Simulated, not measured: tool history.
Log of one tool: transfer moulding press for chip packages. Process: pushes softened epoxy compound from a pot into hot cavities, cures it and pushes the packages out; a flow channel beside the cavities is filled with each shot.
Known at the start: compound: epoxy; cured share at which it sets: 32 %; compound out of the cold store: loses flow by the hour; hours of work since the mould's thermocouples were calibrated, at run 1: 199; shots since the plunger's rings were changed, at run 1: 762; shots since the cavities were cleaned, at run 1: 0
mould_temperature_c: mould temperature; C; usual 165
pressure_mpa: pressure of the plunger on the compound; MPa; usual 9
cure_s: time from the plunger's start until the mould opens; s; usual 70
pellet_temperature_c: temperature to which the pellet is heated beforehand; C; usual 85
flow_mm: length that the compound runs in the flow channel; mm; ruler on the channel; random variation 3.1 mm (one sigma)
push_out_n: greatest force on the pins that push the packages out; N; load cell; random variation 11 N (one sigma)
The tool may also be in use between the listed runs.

run,day,mould_temperature_c,pressure_mpa,cure_s,pellet_temperature_c,hours of work since the mould's thermocouples were calibrated,shots since the plunger's rings were changed,shots since the cavities were cleaned,incoming compound's hours out of the cold store,flow_mm,push_out_n
1,0,165,9,70,85,199,762,0,32.6,621,534
2,1.529,165,9,76,85,214,1164,402,40.5,587,591
# day 3.712: cavities cleaned with cleaning compound and waxed
3,3.754,165,9,70,85,235,1732,11,32.6,609,505
4,5.379,165,9,70,85,251,2159,438,10.8,694,737
# day 7.358: cavities cleaned with cleaning compound and waxed
5,7.462,165,9,70,85,271,2691,28,45.3,558,532
6,9.779,165,9,70,85,294,3299,636,10.6,680,749
# day 10.083: plunger's sealing rings changed
7,11.017,165,9,70,85,305,245,934,26.1,645,785
# day 11.283: cavities cleaned with cleaning compound and waxed
8,12.454,165,9,93,85,318,606,307,47.2,567,518
9,14.454,165,7.44,70,85,338,1132,833,28.1,576,748
# day 15.075: cavities cleaned with cleaning compound and waxed
10,16.092,165,7.44,70,85,354,1545,266,15.4,614,663
11,18.346,165,8.5,70,85,376,2138,859,36.7,575,743
# day 18.779: cavities cleaned with cleaning compound and waxed
12,20.412,165,8.5,70,85,395,2665,430,13.9,656,724
13,22.042,165,8.5,70,85,411,3092,857,18,636,759
# day 22.421: cavities cleaned with cleaning compound and waxed
# day 23.096: plunger's sealing rings changed
14,23.4,165,8.5,70,85,423,80,230,32.1,614,639
15,25.008,165,8.5,70,85,439,503,653,17.9,664,747
# day 26.188: cavities cleaned with cleaning compound and waxed
16,26.358,168,10.89,70,85,452,841,45,41,638,464
17,27.329,165,9,107,85,461,1096,300,27.7,632,485
18,28.608,172,9,70,85,474,1432,636,37.6,588,579
# day 29.425: mould's thermocouples calibrated
# day 29.925: cavities cleaned with cleaning compound and waxed
19,30.142,172,9,70,85,6,1797,57,43.4,557,418
20,31.804,162,10.05,51,78,23,2234,494,34.9,642,1802
# day 33.629: cavities cleaned with cleaning compound and waxed
21,33.629,170,10.05,92,81,40,2697,0,26.9,646,382
22,35.342,170,10.05,92,81,57,3147,450,47.5,568,490
# day 36.204: plunger's sealing rings changed
23,36.808,170,9.3,58,89,70,159,808,24.4,649,830
# day 37.421: cavities cleaned with cleaning compound and waxed
24,38.546,165,9,104,80,87,599,295,42.8,584,472
25,39.846,165,7.11,90,85,99,941,637,24.2,580,555
# day 41.196: cavities cleaned with cleaning compound and waxed
26,41.233,165,7.11,90,85,112,1289,10,35.1,541,408
27,43.388,158,9.13,82,88,134,1855,576,33.1,627,764

4 ways to go on from here, each from the tool as it stands after run 27. What would each give?
# day 44.908: cavities cleaned with cleaning compound and waxed
A,45.183,166,9.13,82,88,151,2310,71,28.3,?,?
# day 44.908: cavities cleaned with cleaning compound and waxed
B,45.183,158,9.13,82,83,151,2310,71,18.3,?,?
# day 44.908: cavities cleaned with cleaning compound and waxed
C,45.183,165,9,107,85,151,2310,71,36,?,?
# day 44.908: cavities cleaned with cleaning compound and waxed
D,45.183,158,9.13,88,88,151,2310,71,47.5,?,?

run,flow_mm,push_out_n
A,619,448
B,678,634
C,593,405
D,570,504
Without the tool's hidden state the same runs would have given:
run,flow_mm,push_out_n
A,641,414
B,702,580
C,614,376
D,591,463
